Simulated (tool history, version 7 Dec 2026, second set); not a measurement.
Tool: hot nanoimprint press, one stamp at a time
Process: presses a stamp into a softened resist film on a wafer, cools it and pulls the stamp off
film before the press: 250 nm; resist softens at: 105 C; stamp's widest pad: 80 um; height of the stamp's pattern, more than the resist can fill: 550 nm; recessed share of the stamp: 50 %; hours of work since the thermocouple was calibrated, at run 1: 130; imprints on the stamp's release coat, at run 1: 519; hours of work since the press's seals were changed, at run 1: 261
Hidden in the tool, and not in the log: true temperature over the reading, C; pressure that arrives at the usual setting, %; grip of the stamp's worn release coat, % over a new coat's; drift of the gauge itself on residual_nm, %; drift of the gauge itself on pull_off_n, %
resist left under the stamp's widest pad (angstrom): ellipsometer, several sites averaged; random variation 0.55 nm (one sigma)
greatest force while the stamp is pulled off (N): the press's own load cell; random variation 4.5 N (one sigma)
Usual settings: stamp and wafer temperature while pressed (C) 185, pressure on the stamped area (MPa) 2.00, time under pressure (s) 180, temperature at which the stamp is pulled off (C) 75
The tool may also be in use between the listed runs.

| run | hour | stamp and wafer temperature while pressed (C) | pressure on the stamped area (MPa) | time under pressure (s) | temperature at which the stamp is pulled off (C) | hours of work since the thermocouple was calibrated | imprints on the stamp's release coat | hours of work since the press's seals were changed | resist left under the stamp's widest pad (angstrom) | greatest force while the stamp is pulled off (N) |
|---|---|---|---|---|---|---|---|---|---|---|
| 1 | 0.0 | 185 | 2.00 | 180 | 75 | 130 | 519 | 261 | 1528 | 263 |
| 2 | 13.9 | 185 | 2.00 | 180 | 75 | 139 | 588 | 270 | 1537 | 276 |
| 3 | 24.4 | 185 | 2.00 | 180 | 75 | 146 | 640 | 277 | 1535 | 271 |
| 4 | 30.7 | 185 | 2.00 | 180 | 75 | 151 | 672 | 281 | 1525 | 283 |
| 5 | 43.7 | 185 | 2.00 | 180 | 75 | 159 | 737 | 289 | 1526 | 274 |
| 6 | 51.5 | 185 | 2.30 | 180 | 75 | 164 | 776 | 295 | 1459 | 274 |
| 7 | 65.9 | 179 | 2.00 | 180 | 75 | 174 | 848 | 304 | 1812 | 285 |
| 8 | 76.1 | 192 | 2.00 | 180 | 75 | 180 | 899 | 311 | 1243 | 299 |
| 9 | 84.8 | 192 | 2.00 | 180 | 75 | 186 | 943 | 316 | 1240 | 294 |
| 10 | 99.8 | 185 | 2.00 | 180 | 75 | 196 | 1018 | 326 | 1539 | 310 |
| 11 | 114.0 | 185 | 2.00 | 180 | 75 | 205 | 1089 | 336 | 1550 | 311 |
| 12 | 129.5 | 185 | 2.00 | 180 | 75 | 216 | 1166 | 346 | 1540 | 317 |
| 13 | 138.1 | 185 | 2.00 | 180 | 75 | 221 | 1209 | 352 | 1546 | 330 |
| 14 | 145.5 | 185 | 2.00 | 180 | 75 | 226 | 1247 | 356 | 1539 | 314 |
| 15 | 152.2 | 180 | 2.00 | 180 | 67 | 231 | 1280 | 361 | 1772 | 357 |
| 16 | 166.8 | 180 | 2.00 | 180 | 67 | 240 | 1353 | 370 | 1785 | 357 |
| 17 | 180.4 | 180 | 2.00 | 180 | 67 | 249 | 1421 | 379 | 1773 | 377 |
|  | 194.3 | stamp cleaned and given a new release coat |
| 18 | 198.5 | 190 | 2.90 | 180 | 75 | 257 | 20 | 387 | 1158 | 227 |
| 19 | 207.3 | 185 | 2.00 | 180 | 76 | 263 | 65 | 393 | 1567 | 223 |
| 20 | 214.7 | 185 | 2.00 | 180 | 76 | 268 | 101 | 398 | 1540 | 226 |
| 21 | 225.0 | 185 | 2.00 | 144 | 75 | 275 | 153 | 405 | 1655 | 238 |
| 22 | 236.2 | 185 | 2.00 | 312 | 75 | 282 | 209 | 412 | 1304 | 240 |
| 23 | 246.4 | 185 | 2.00 | 312 | 75 | 289 | 260 | 419 | 1303 | 236 |
| 24 | 258.0 | 176 | 2.00 | 269 | 75 | 296 | 318 | 427 | 1791 | 235 |
| 25 | 268.9 | 189 | 2.00 | 216 | 75 | 303 | 372 | 434 | 1311 | 257 |
| 26 | 276.1 | 185 | 2.04 | 180 | 75 | 308 | 409 | 439 | 1558 | 252 |
| 27 | 285.6 | 185 | 2.04 | 180 | 75 | 314 | 456 | 445 | 1557 | 265 |
| 28 | 295.6 | 177 | 3.16 | 111 | 73 | 321 | 506 | 451 | 1922 | 267 |

5 ways to go on from here, each from the tool as it stands after run 28. What would each give?
| A | 302.6 | 174 | 2.00 | 180 | 75 | 326 | 541 | 456 | ? | ? |
| B | 302.6 | 190 | 1.75 | 180 | 70 | 326 | 541 | 456 | ? | ? |
| C | 302.6 | 177 | 1.62 | 332 | 73 | 326 | 541 | 456 | ? | ? |
| D | 302.6 | 191 | 3.16 | 99 | 73 | 326 | 541 | 456 | ? | ? |
| E | 302.6 | 191 | 1.68 | 275 | 75 | 326 | 541 | 456 | ? | ? |

| run | resist left under the stamp's widest pad (angstrom) | greatest force while the stamp is pulled off (N) |
|---|---|---|
| A | 2042 | 258 |
| B | 1416 | 284 |
| C | 1784 | 281 |
| D | 1367 | 271 |
| E | 1208 | 261 |
Without the tool's hidden state the same runs would have given:
| run | resist left under the stamp's widest pad (angstrom) | greatest force while the stamp is pulled off (N) |
|---|---|---|
| A | 1963 | 214 |
| B | 1333 | 236 |
| C | 1692 | 233 |
| D | 1271 | 225 |
| E | 1131 | 216 |
